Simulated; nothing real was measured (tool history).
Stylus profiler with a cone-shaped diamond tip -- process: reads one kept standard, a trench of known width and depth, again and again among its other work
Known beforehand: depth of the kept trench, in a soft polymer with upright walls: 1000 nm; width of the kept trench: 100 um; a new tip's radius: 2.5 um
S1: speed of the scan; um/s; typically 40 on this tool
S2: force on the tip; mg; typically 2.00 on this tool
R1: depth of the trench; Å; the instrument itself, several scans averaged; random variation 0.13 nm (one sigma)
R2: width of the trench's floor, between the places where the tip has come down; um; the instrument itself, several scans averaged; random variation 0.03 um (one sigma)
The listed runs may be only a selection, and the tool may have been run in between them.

run	hour	S1	S2	R1	R2
1	0.0	40	2.00	10055.3	94.57
2	103.5	40	2.00	10053.3	94.53
3	211.9	40	2.00	10050.9	94.41
4	258.7	40	2.00	10052.0	94.46
5	350.9	40	2.00	10052.4	94.40
6	439.1	40	0.74	10016.0	94.26
7	505.8	40	0.74	10014.2	94.18
8	552.2	40	0.74	10015.2	94.17
9	633.1	40	2.00	10050.4	94.20
10	726.5	40	2.00	10047.6	94.15
11	813.1	40	2.00	10049.8	94.15
# hour 829.3: new tip fitted, height scale calibrated
12	878.8	40	2.00	10065.9	95.90
13	940.6	51	2.61	10080.7	95.86
14	987.4	51	0.85	10034.5	95.68
15	1065.9	51	0.85	10038.5	95.60
16	1160.5	51	0.85	10030.6	95.49
17	1210.1	56	0.93	10036.3	95.51

Branching from run 17: 3 alternative next runs. What would each branch give?
A	1308.4	16	5.98	?	?
B	1308.4	56	2.16	?	?
C	1308.4	78	2.86	?	?

run	R1	R2
A	10144.8	95.65
B	10068.3	95.56
C	10083.0	95.51
Without the tool's unlogged condition, the same runs would have read:
run	R1	R2
A	10155.3	95.96
B	10078.8	95.87
C	10093.5	95.82
